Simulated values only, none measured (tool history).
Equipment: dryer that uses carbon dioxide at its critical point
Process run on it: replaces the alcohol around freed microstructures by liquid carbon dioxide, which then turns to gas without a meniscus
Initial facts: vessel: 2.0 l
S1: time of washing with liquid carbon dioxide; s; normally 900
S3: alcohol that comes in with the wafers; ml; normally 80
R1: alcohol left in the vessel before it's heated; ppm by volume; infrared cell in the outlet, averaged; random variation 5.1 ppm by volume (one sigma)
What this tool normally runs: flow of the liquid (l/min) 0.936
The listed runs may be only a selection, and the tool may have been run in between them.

Run 1, day 0.000: usual settings. Result: R1 119 ppm by volume.
Run 2, day 1.604: usual settings. Result: R1 121 ppm by volume.
Run 3, day 3.092: usual settings. Result: R1 125 ppm by volume.
Run 4, day 4.746: usual settings but S1 660 s. Result: R1 436 ppm by volume.
Run 5, day 5.583: usual settings but flow of the liquid (l/min) 1.112. Result: R1 89 ppm by volume.
Run 6, day 7.029: usual settings but S3 23 ml. Result: R1 91 ppm by volume.
Run 7, day 7.712: usual settings but S3 23 ml. Result: R1 96 ppm by volume.
Run 8, day 9.012: usual settings. Result: R1 143 ppm by volume.
Run 9, day 10.062: usual settings. Result: R1 148 ppm by volume.
Run 10, day 11.071: usual settings. Result: R1 151 ppm by volume.
Run 11, day 12.342: usual settings but S1 1440 s. Result: R1 78 ppm by volume.
Run 12, day 13.354: usual settings. Result: R1 151 ppm by volume.
Run 13, day 14.571: usual settings. Result: R1 153 ppm by volume.
Run 14, day 15.633: usual settings. Result: R1 161 ppm by volume.
Run 15, day 17.188: usual settings. Result: R1 160 ppm by volume.
Run 16, day 18.167: usual settings. Result: R1 168 ppm by volume.
Run 17, day 18.838: usual settings but flow of the liquid (l/min) 1.434. Result: R1 86 ppm by volume.
Run 18, day 19.729: usual settings but flow of the liquid (l/min) 0.845. Result: R1 234 ppm by volume.
Run 19, day 20.875: usual settings but flow of the liquid (l/min) 0.845, S3 42 ml. Result: R1 168 ppm by volume.
Run 20, day 21.662: usual settings but flow of the liquid (l/min) 0.845, S3 26 ml. Result: R1 140 ppm by volume.
Run 21, day 23.108: usual settings but S1 600 s, flow of the liquid (l/min) 1.073, S3 72 ml. Result: R1 442 ppm by volume.
Run 22, day 24.400: usual settings but S3 39 ml. Result: R1 131 ppm by volume.
Run 23, day 25.767: usual settings but S1 780 s, flow of the liquid (l/min) 1.314. Result: R1 123 ppm by volume.
Run 24, day 26.554: usual settings but S1 600 s, flow of the liquid (l/min) 0.635. Result: R1 2623 ppm by volume.
Run 25, day 27.271: usual settings but S1 600 s, flow of the liquid (l/min) 0.635. Result: R1 2609 ppm by volume.
Run 26, day 28.867: usual settings but S1 780 s, flow of the liquid (l/min) 1.154, S3 96 ml. Result: R1 176 ppm by volume.
Run 27, day 29.579: usual settings but S1 780 s, flow of the liquid (l/min) 1.154, S3 96 ml. Result: R1 178 ppm by volume.
Run 28, day 31.104: usual settings but flow of the liquid (l/min) 0.592, S3 76 ml. Result: R1 938 ppm by volume.
Run 29, day 32.329: usual settings but flow of the liquid (l/min) 0.629, S3 115 ml. Result: R1 1117 ppm by volume.
Run 30, day 33.217: usual settings but S1 1140 s, flow of the liquid (l/min) 1.204, S3 46 ml. Result: R1 107 ppm by volume.
Run 31, day 34.721: usual settings but flow of the liquid (l/min) 0.639, S3 92 ml. Result: R1 863 ppm by volume.
Run 32, day 35.600: usual settings but S1 960 s, flow of the liquid (l/min) 1.255, S3 42 ml. Result: R1 103 ppm by volume.
Run 33, day 37.025: usual settings but S1 960 s, flow of the liquid (l/min) 1.255, S3 42 ml. Result: R1 101 ppm by volume.
Run 34, day 38.338: usual settings but S1 1080 s, flow of the liquid (l/min) 1.439, S3 94 ml. Result: R1 112 ppm by volume.
Run 35, day 39.750: usual settings but S1 1080 s, flow of the liquid (l/min) 1.439, S3 94 ml. Result: R1 110 ppm by volume.
Run 36, day 41.229: usual settings but S1 660 s, flow of the liquid (l/min) 1.439, S3 94 ml. Result: R1 183 ppm by volume.
Run 37, day 42.762: usual settings but S1 660 s, flow of the liquid (l/min) 1.439, S3 94 ml. Result: R1 192 ppm by volume.
Run 38, day 43.529: usual settings but S1 660 s, flow of the liquid (l/min) 1.439, S3 94 ml. Result: R1 191 ppm by volume.
Run 39, day 44.854: usual settings but S1 660 s, flow of the liquid (l/min) 1.439, S3 94 ml. Result: R1 192 ppm by volume.

A few steps of R1 between consecutive runs. Split each: what settings, incoming material and random variation would produce without the hidden state, and what is left over for the hidden state, along with gauge scatter present in only one of the two compared results (measured, and without hidden state):
Hidden state present: flow that reaches the vessel past the clogged filter, %; alcohol in the recycled carbon dioxide, ppm; drift of the gauge itself on alcohol_ppm, %.
Run 23 -> 24: S1 780 -> 600, flow of the liquid (l/min) 1.314 -> 0.635. R1 +2500 ppm by volume: hidden state +485, all else +2015.
Run 25 -> 26: S1 600 -> 780, flow of the liquid (l/min) 0.635 -> 1.154, S3 80 -> 96. R1 -2433 ppm by volume: hidden state -471, all else -1962.
Run 29 -> 30: S1 900 -> 1140, flow of the liquid (l/min) 0.629 -> 1.204, S3 115 -> 46. R1 -1010 ppm by volume: hidden state -327, all else -683.

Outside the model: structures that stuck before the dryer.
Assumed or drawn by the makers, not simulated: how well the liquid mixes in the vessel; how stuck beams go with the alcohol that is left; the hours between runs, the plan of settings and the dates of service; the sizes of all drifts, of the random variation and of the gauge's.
